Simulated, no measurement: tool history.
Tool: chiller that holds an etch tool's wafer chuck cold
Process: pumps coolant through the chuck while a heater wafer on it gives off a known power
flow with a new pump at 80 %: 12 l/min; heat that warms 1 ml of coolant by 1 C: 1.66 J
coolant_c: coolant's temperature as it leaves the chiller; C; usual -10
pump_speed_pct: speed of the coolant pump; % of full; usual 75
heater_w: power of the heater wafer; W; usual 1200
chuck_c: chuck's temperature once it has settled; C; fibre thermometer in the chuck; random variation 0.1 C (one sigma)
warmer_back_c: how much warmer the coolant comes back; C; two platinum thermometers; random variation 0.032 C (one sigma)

run 1 hour=0.0 | coolant_c=-10 pump_speed_pct=75 heater_w=1200 | chuck_c=4.0 warmer_back_c=4.42
run 2 hour=78.7 | coolant_c=-4 pump_speed_pct=75 heater_w=1200 | chuck_c=10.0 warmer_back_c=4.48
run 3 hour=225.1 | coolant_c=-10 pump_speed_pct=80 heater_w=1200 | chuck_c=3.7 warmer_back_c=4.13
run 4 hour=308.9 | coolant_c=-5 pump_speed_pct=75 heater_w=1200 | chuck_c=9.2 warmer_back_c=4.45
run 5 hour=398.2 | coolant_c=-10 pump_speed_pct=75 heater_w=1200 | chuck_c=4.5 warmer_back_c=4.48
run 6 hour=523.0 | coolant_c=-10 pump_speed_pct=75 heater_w=1124 | chuck_c=3.4 warmer_back_c=4.16
run 7 hour=607.4 | coolant_c=-10 pump_speed_pct=75 heater_w=1124 | chuck_c=3.6 warmer_back_c=4.23
run 8 hour=684.4 | coolant_c=-10 pump_speed_pct=75 heater_w=1200 | chuck_c=4.5 warmer_back_c=4.49
run 9 hour=788.2 | coolant_c=-10 pump_speed_pct=75 heater_w=1200 | chuck_c=4.6 warmer_back_c=4.58
run 10 hour=909.6 | coolant_c=-10 pump_speed_pct=75 heater_w=1200 | chuck_c=4.9 warmer_back_c=4.57
run 11 hour=1028.7 | coolant_c=-10 pump_speed_pct=75 heater_w=1200 | chuck_c=4.8 warmer_back_c=4.56
run 12 hour=1184.8 | coolant_c=-10 pump_speed_pct=75 heater_w=1200 | chuck_c=5.1 warmer_back_c=4.64
run 13 hour=1269.3 | coolant_c=-10 pump_speed_pct=75 heater_w=1200 | chuck_c=5.0 warmer_back_c=4.59
run 14 hour=1430.0 | coolant_c=-10 pump_speed_pct=75 heater_w=904 | chuck_c=1.6 warmer_back_c=3.43
run 15 hour=1547.0 | coolant_c=-10 pump_speed_pct=75 heater_w=644 | chuck_c=-1.5 warmer_back_c=2.48
run 16 hour=1676.2 | coolant_c=-18 pump_speed_pct=62 heater_w=1514 | chuck_c=3.6 warmer_back_c=7.25
run 17 hour=1777.1 | coolant_c=-19 pump_speed_pct=75 heater_w=775 | chuck_c=-8.9 warmer_back_c=2.98

Forecast run 18:
run 18 hour=1844.2 | coolant_c=-19 pump_speed_pct=75 heater_w=775 | chuck_c=? warmer_back_c=?

chuck_c: -8.7 C
warmer_back_c: 3.02 C
Without the tool's hidden state the same run would have given chuck_c -11.0 C, warmer_back_c 2.52 C.

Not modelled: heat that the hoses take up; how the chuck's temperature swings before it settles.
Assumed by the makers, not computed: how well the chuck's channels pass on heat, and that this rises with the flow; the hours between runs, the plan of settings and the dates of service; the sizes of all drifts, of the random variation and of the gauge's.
